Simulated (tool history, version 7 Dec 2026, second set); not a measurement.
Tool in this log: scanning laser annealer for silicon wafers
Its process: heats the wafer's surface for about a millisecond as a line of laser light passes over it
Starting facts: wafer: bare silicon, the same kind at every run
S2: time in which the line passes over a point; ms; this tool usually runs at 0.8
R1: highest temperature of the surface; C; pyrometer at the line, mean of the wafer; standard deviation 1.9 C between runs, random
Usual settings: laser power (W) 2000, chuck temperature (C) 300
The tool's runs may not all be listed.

{"run": 1, "day": 0.0, "laser power (W)": 2000, "S2": 0.8, "chuck temperature (C)": 300, "R1": 1134}
{"run": 2, "day": 0.292, "laser power (W)": 2000, "S2": 0.8, "chuck temperature (C)": 328, "R1": 1161}
{"run": 3, "day": 0.692, "laser power (W)": 2000, "S2": 0.8, "chuck temperature (C)": 306, "R1": 1143}
{"run": 4, "day": 1.138, "laser power (W)": 2000, "S2": 0.8, "chuck temperature (C)": 306, "R1": 1144}
{"run": 5, "day": 1.462, "laser power (W)": 2000, "S2": 0.8, "chuck temperature (C)": 306, "R1": 1141}
{"run": 6, "day": 1.883, "laser power (W)": 2000, "S2": 0.8, "chuck temperature (C)": 306, "R1": 1145}
{"run": 7, "day": 2.204, "laser power (W)": 2000, "S2": 0.8, "chuck temperature (C)": 306, "R1": 1138}
{"run": 8, "day": 2.612, "laser power (W)": 2000, "S2": 0.8, "chuck temperature (C)": 300, "R1": 1139}
{"run": 9, "day": 2.908, "laser power (W)": 2000, "S2": 0.8, "chuck temperature (C)": 306, "R1": 1141}
{"run": 10, "day": 3.288, "laser power (W)": 2046, "S2": 0.8, "chuck temperature (C)": 300, "R1": 1153}
{"run": 11, "day": 3.483, "laser power (W)": 2046, "S2": 0.8, "chuck temperature (C)": 300, "R1": 1152}
{"run": 12, "day": 3.783, "laser power (W)": 2046, "S2": 0.8, "chuck temperature (C)": 300, "R1": 1154}
{"run": 13, "day": 4.221, "laser power (W)": 1852, "S2": 0.574, "chuck temperature (C)": 325, "R1": 969}
{"run": 14, "day": 4.562, "laser power (W)": 1852, "S2": 0.574, "chuck temperature (C)": 325, "R1": 972}
{"run": 15, "day": 4.912, "laser power (W)": 1968, "S2": 0.574, "chuck temperature (C)": 325, "R1": 1012}
{"run": 16, "day": 5.192, "laser power (W)": 1968, "S2": 0.574, "chuck temperature (C)": 325, "R1": 1007}
{"run": 17, "day": 5.471, "laser power (W)": 2000, "S2": 0.97, "chuck temperature (C)": 282, "R1": 1213}
{"run": 18, "day": 5.75, "laser power (W)": 1961, "S2": 0.773, "chuck temperature (C)": 325, "R1": 1129}
{"run": 19, "day": 6.2, "laser power (W)": 1961, "S2": 0.773, "chuck temperature (C)": 325, "R1": 1129}

What if the next run were any one of these 3? Each begins from the tool's condition after run 19:
{"run": "A", "day": 6.4, "laser power (W)": 2000, "S2": 0.649, "chuck temperature (C)": 300, "R1": "?"}
{"run": "B", "day": 6.4, "laser power (W)": 2149, "S2": 0.77, "chuck temperature (C)": 330, "R1": "?"}
{"run": "C", "day": 6.4, "laser power (W)": 1933, "S2": 0.8, "chuck temperature (C)": 300, "R1": "?"}

run=A R1=1046
run=B R1=1204
run=C R1=1109
What these runs would have given with no unlogged condition in the tool:
run=A R1=1047
run=B R1=1205
run=C R1=1109
